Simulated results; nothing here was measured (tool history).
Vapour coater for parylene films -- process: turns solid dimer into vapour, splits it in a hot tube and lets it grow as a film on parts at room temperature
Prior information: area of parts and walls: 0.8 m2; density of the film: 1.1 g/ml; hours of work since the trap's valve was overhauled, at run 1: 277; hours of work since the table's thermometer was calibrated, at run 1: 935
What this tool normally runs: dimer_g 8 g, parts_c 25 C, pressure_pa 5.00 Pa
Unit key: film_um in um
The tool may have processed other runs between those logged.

run,hour,dimer_g,parts_c,pressure_pa,hours of work since the trap's valve was overhauled,hours of work since the table's thermometer was calibrated,film_um
1,0.0,8,25,5.00,277,935,5.00
2,36.0,5,25,5.00,308,965,3.08
3,76.2,8,25,5.00,341,999,4.95
4,127.2,8,25,5.00,384,1042,4.92
5,187.0,8,25,5.00,434,1092,4.98
6,239.8,8,25,8.52,478,1136,4.71
7,267.8,8,25,5.00,502,1159,4.90
8,300.2,8,25,5.00,529,1186,4.75
# hour 316.6: trap's valve overhauled
9,346.8,8,25,5.00,25,1222,5.30
10,396.5,8,25,5.00,67,1264,5.27
11,437.7,8,25,5.00,101,1298,5.24
12,476.2,8,25,5.00,134,1330,5.22
13,535.1,8,25,5.00,183,1380,5.16
14,560.2,8,25,5.00,204,1401,5.12
15,591.1,8,25,5.00,230,1427,5.17
16,625.4,8,25,5.00,259,1455,5.07
17,679.7,4,32,5.00,304,1501,1.97
18,728.7,8,25,11.51,345,1542,4.83
# hour 745.6: table's thermometer calibrated
19,759.3,8,28,9.93,370,11,4.22
20,803.4,6,22,10.30,407,48,3.88
21,859.4,13,23,5.00,454,95,8.54
22,919.0,13,21,3.82,504,145,9.22
# hour 966.1: trap's valve overhauled
23,981.5,8,18,5.00,13,194,6.61

What if the next run were any one of these 3? Each begins from the tool's condition after run 23:
A,1023.7,4,25,3.59,48,230,?
B,1023.7,4,21,6.87,48,230,?
C,1023.7,12,25,5.00,48,230,?

run,film_um
A,2.61
B,2.88
C,7.73
Without the tool's hidden state the same runs would have given:
run,film_um
A,2.63
B,2.90
C,7.77

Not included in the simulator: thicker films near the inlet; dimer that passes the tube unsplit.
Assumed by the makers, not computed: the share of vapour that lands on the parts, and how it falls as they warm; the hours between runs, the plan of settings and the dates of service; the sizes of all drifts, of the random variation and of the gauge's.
